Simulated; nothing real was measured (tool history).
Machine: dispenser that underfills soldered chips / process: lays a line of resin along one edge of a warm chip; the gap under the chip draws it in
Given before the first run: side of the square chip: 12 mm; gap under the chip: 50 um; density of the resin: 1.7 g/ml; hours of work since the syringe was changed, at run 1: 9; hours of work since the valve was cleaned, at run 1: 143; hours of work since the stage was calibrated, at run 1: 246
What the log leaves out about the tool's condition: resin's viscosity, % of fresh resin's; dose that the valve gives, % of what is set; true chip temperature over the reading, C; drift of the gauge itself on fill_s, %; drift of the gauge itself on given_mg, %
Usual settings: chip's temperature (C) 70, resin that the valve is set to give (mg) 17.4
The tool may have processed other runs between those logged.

run	hour	chip's temperature (C)	resin that the valve is set to give (mg)	hours of work since the syringe was changed	hours of work since the valve was cleaned	hours of work since the stage was calibrated	time until the resin shows at the far edge (s)	resin that the valve gave (mg)
1	0	70	17.4	9	143	246	214.7	15.03
# hour 1: new syringe of resin
# hour 8.6: dispensing valve cleaned and set on the balance
2	9.5	70	17.4	5	1	252	167.7	17.33
# hour 16: new syringe of resin
3	17.2	83	17.4	1	6	257	79.3	17.43
4	22.9	79	17.4	5	10	261	115.7	17.16
# hour 29.9: new syringe of resin
5	32	79	17.4	1	16	267	96.6	17.19
6	39.6	79	17.4	7	22	273	130.8	17.07
# hour 43.8: new syringe of resin
7	43.8	79	17.4	0	24	275	89.7	17.09
8	53	79	17.4	7	31	282	130.8	17.08
# hour 57.8: new syringe of resin
9	61.2	79	17.4	2	36	287	102.3	16.9
10	67.1	79	17.4	7	41	292	130.3	16.78
# hour 72.3: new syringe of resin
11	72.5	79	17.4	0	44	295	89.6	16.78
12	82	79	17.4	7	51	302	136.9	16.73
# hour 86.2: new syringe of resin
13	88.2	79	17.4	1	55	306	97.4	16.67
14	93.5	79	17.4	5	59	310	122.7	16.45
# hour 100.1: new syringe of resin
15	101.2	79	17.4	1	64	315	95.9	16.4
16	108.1	79	17.4	6	69	320	126.1	16.3
# hour 114.2: new syringe of resin
17	116	79	17.4	1	74	325	97.6	16.25
18	123.8	79	17.4	7	80	331	137	16.22
# hour 128.6: new syringe of resin
19	131.7	84	20.1	2	85	336	86.8	18.63
20	140.9	84	20.1	9	92	343	129.5	18.42
# hour 142.9: new syringe of resin
21	147.5	84	20.1	3	96	347	89.6	18.32
22	153.3	84	20.1	7	100	351	118.1	18.21
# hour 157: new syringe of resin
23	159.2	63	20.1	2	104	355	182.4	18.3
24	167.2	70	20.1	7	110	361	192.3	18.18
# hour 171.5: new syringe of resin
25	174.1	66	16.5	2	115	366	172.4	14.74
26	183.6	74	15	9	121	372	197.7	13.44
# hour 185.9: new syringe of resin
27	192.2	69	20.6	4	127	378	174.6	18.1
# hour 200: new syringe of resin
28	201.8	69	20.6	1	134	385	145.6	18.06
29	208.3	75	19.4	6	138	389	153	16.97
# hour 214.3: new syringe of resin
30	215.5	82	21.2	1	143	394	85.1	18.56
31	220.3	78	21.3	4	147	398	120.1	18.6
# hour 224.2: dispensing valve cleaned and set on the balance
32	226	68	19.3	8	1	401	209.1	19.39
# hour 229.7: new syringe of resin
33	234.4	57	20.3	3	7	407	255.6	20.19
34	241.6	84	15.1	8	12	412	131.6	15.16
# hour 244.1: new syringe of resin
35	250.9	84	15.1	5	18	418	104.3	14.87

3 options for the next run, each taken on its own from the tool as it stands now. Forecast them:
A	255.5	66	17.1	8	22	421	?	?
B	255.5	76	16	8	22	421	?	?
C	255.5	58	15.1	8	22	421	?	?

run	time until the resin shows at the far edge (s)	resin that the valve gave (mg)
A	238.5	16.72
B	164.3	15.66
C	334.8	14.84
Stripped of hidden state, with their random variation kept, the same runs would have yielded:
run	time until the resin shows at the far edge (s)	resin that the valve gave (mg)
A	133.7	17.05
B	92.6	15.96
C	186.1	15.13
